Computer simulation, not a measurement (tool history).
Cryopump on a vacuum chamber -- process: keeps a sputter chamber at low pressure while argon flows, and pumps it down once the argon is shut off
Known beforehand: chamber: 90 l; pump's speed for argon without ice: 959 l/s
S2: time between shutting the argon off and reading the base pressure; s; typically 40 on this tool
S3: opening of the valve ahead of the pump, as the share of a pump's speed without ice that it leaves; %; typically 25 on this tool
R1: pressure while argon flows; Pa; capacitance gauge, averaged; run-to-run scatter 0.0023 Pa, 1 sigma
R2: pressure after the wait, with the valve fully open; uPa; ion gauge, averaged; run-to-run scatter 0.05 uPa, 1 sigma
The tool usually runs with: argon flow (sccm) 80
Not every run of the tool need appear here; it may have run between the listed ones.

run 1 hour=0.0 | argon_flow_(sccm)=80 S2=40 S3=25 | R1=0.5935 R2=6.28
run 2 hour=12.1 | argon_flow_(sccm)=80 S2=40 S3=25 | R1=0.5971 R2=6.21
run 3 hour=23.1 | argon_flow_(sccm)=80 S2=40 S3=25 | R1=0.5990 R2=6.25
run 4 hour=39.9 | argon_flow_(sccm)=80 S2=40 S3=18 | R1=0.8180 R2=6.30
-- hour=43.0 leaking fittings of the chamber tightened, without venting
run 5 hour=62.9 | argon_flow_(sccm)=80 S2=40 S3=18 | R1=0.8189 R2=3.13
run 6 hour=79.8 | argon_flow_(sccm)=80 S2=40 S3=18 | R1=0.8151 R2=3.15
run 7 hour=92.6 | argon_flow_(sccm)=80 S2=134 S3=18 | R1=0.8231 R2=1.25
run 8 hour=104.9 | argon_flow_(sccm)=80 S2=134 S3=18 | R1=0.8192 R2=1.21
run 9 hour=120.4 | argon_flow_(sccm)=80 S2=134 S3=18 | R1=0.8233 R2=1.26
run 10 hour=138.0 | argon_flow_(sccm)=80 S2=134 S3=18 | R1=0.8240 R2=1.28
run 11 hour=147.3 | argon_flow_(sccm)=80 S2=134 S3=29 | R1=0.5282 R2=1.30
run 12 hour=167.5 | argon_flow_(sccm)=80 S2=134 S3=29 | R1=0.5312 R2=1.30
run 13 hour=189.5 | argon_flow_(sccm)=80 S2=134 S3=29 | R1=0.5323 R2=1.28
run 14 hour=204.9 | argon_flow_(sccm)=80 S2=134 S3=29 | R1=0.5303 R2=1.32
run 15 hour=221.3 | argon_flow_(sccm)=91 S2=148 S3=34 | R1=0.5286 R2=1.25
run 16 hour=231.0 | argon_flow_(sccm)=74 S2=59 S3=25 | R1=0.5681 R2=2.41
run 17 hour=251.1 | argon_flow_(sccm)=63 S2=40 S3=16 | R1=0.7318 R2=3.30
run 18 hour=266.8 | argon_flow_(sccm)=139 S2=115 S3=46 | R1=0.6247 R2=1.48
run 19 hour=275.9 | argon_flow_(sccm)=142 S2=77 S3=20 | R1=1.3533 R2=2.00
run 20 hour=296.5 | argon_flow_(sccm)=60 S2=112 S3=47 | R1=0.2667 R2=1.55
run 21 hour=311.5 | argon_flow_(sccm)=60 S2=112 S3=47 | R1=0.2642 R2=1.60
run 22 hour=326.6 | argon_flow_(sccm)=47 S2=112 S3=36 | R1=0.2631 R2=1.61
run 23 hour=336.7 | argon_flow_(sccm)=39 S2=127 S3=15 | R1=0.4864 R2=1.49

Predict the results of run 24:
run 24 hour=351.0 | argon_flow_(sccm)=39 S2=127 S3=15 | R1=? R2=?

R1: 0.4857 Pa
R2: 1.50 uPa
With the hidden condition absent and the run-to-run variation left alone, this run would have shown R1 0.4577 Pa, R2 1.17 uPa.
